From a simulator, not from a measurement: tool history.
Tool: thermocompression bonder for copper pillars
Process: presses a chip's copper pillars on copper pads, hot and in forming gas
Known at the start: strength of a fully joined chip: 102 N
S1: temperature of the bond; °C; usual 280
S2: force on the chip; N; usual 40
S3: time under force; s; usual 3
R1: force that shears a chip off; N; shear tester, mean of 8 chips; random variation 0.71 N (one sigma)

run 1 hour=0 | S1=280 S2=40 S3=3 | R1=63.8
run 2 hour=10.8 | S1=280 S2=40 S3=3 | R1=63.1
run 3 hour=18.5 | S1=280 S2=40 S3=3 | R1=63.1
run 4 hour=24.6 | S1=280 S2=40 S3=3 | R1=61.8
run 5 hour=33 | S1=280 S2=40 S3=3 | R1=62.5
run 6 hour=43.3 | S1=280 S2=40 S3=3 | R1=63
run 7 hour=55.5 | S1=283 S2=40 S3=3 | R1=63.3
run 8 hour=61 | S1=280 S2=40 S3=2 | R1=54.5
run 9 hour=71.6 | S1=280 S2=40 S3=2 | R1=54
run 10 hour=84.6 | S1=280 S2=40 S3=2 | R1=54
run 11 hour=93.1 | S1=280 S2=40 S3=2 | R1=53.8
run 12 hour=103.9 | S1=280 S2=40 S3=2 | R1=52.5
run 13 hour=111.8 | S1=280 S2=40 S3=2 | R1=53.1
run 14 hour=118.1 | S1=280 S2=40 S3=3 | R1=60
run 15 hour=126.5 | S1=280 S2=40 S3=3 | R1=66.4
run 16 hour=135.5 | S1=280 S2=40 S3=3 | R1=66.7
run 17 hour=143.7 | S1=280 S2=40 S3=3 | R1=67.6
run 18 hour=152.9 | S1=280 S2=40 S3=3 | R1=67.4
run 19 hour=161.9 | S1=280 S2=40 S3=3 | R1=65.2
run 20 hour=168.8 | S1=292 S2=40 S3=3 | R1=74.8
run 21 hour=180.7 | S1=265 S2=41 S3=3 | R1=54.9
run 22 hour=187.9 | S1=283 S2=56 S3=2 | R1=72.4
run 23 hour=201.6 | S1=264 S2=56 S3=6 | R1=76.4
run 24 hour=208.8 | S1=264 S2=56 S3=2 | R1=57.6
run 25 hour=219.5 | S1=264 S2=56 S3=2 | R1=57
run 26 hour=232.2 | S1=292 S2=40 S3=2 | R1=64.2
run 27 hour=238.4 | S1=275 S2=40 S3=2 | R1=53.2
run 28 hour=246.4 | S1=269 S2=51 S3=2 | R1=56.9
run 29 hour=254.6 | S1=269 S2=29 S3=2 | R1=37.1
run 30 hour=263.4 | S1=269 S2=29 S3=2 | R1=38.1
run 31 hour=272.9 | S1=271 S2=26 S3=3 | R1=41.5
run 32 hour=283.8 | S1=265 S2=48 S3=3 | R1=55.6
run 33 hour=291.9 | S1=265 S2=48 S3=3 | R1=54.5
run 34 hour=298.1 | S1=274 S2=48 S3=7 | R1=74.6
run 35 hour=310.3 | S1=307 S2=29 S3=3 | R1=67.1
run 36 hour=321.5 | S1=288 S2=30 S3=3 | R1=54.3
run 37 hour=330.8 | S1=280 S2=51 S3=9 | R1=79.6
run 38 hour=343 | S1=255 S2=28 S3=9 | R1=46.7
run 39 hour=354 | S1=277 S2=48 S3=2 | R1=61.3

Not shown: 4 entries that the log had between the listed runs. Between which runs, and how does the tool's hidden state differ before and after?
Between runs 14 and 15: forming gas filter changed (hour 119.3)
  oxide that the forming gas leaves, % of the face: 12.28 -> 0.87
  measured less the result without the state, R1: -7.4 -> +0.4 N
Between runs 22 and 23: heater calibrated with a thermocouple chip (hour 190.6)
  true temperature of the bond over the reading, C: 1.6 -> 2; oxide that the forming gas leaves, % of the face: 4.11 -> 4.75
  measured less the result without the state, R1: -2 -> -2.4 N
Between runs 30 and 31: heater calibrated with a thermocouple chip, once more (hour 267.3)
  true temperature of the bond over the reading, C: 2.1 -> -1.1; oxide that the forming gas leaves, % of the face: 8.02 -> 8.39
  measured less the result without the state, R1: -2.3 -> -4.7 N
Between runs 38 and 39: forming gas filter changed (hour 346.2)
  true temperature of the bond over the reading, C: -1 -> -0.9; oxide that the forming gas leaves, % of the face: 12.14 -> 1.02
  measured less the result without the state, R1: -7.6 -> -1.7 N
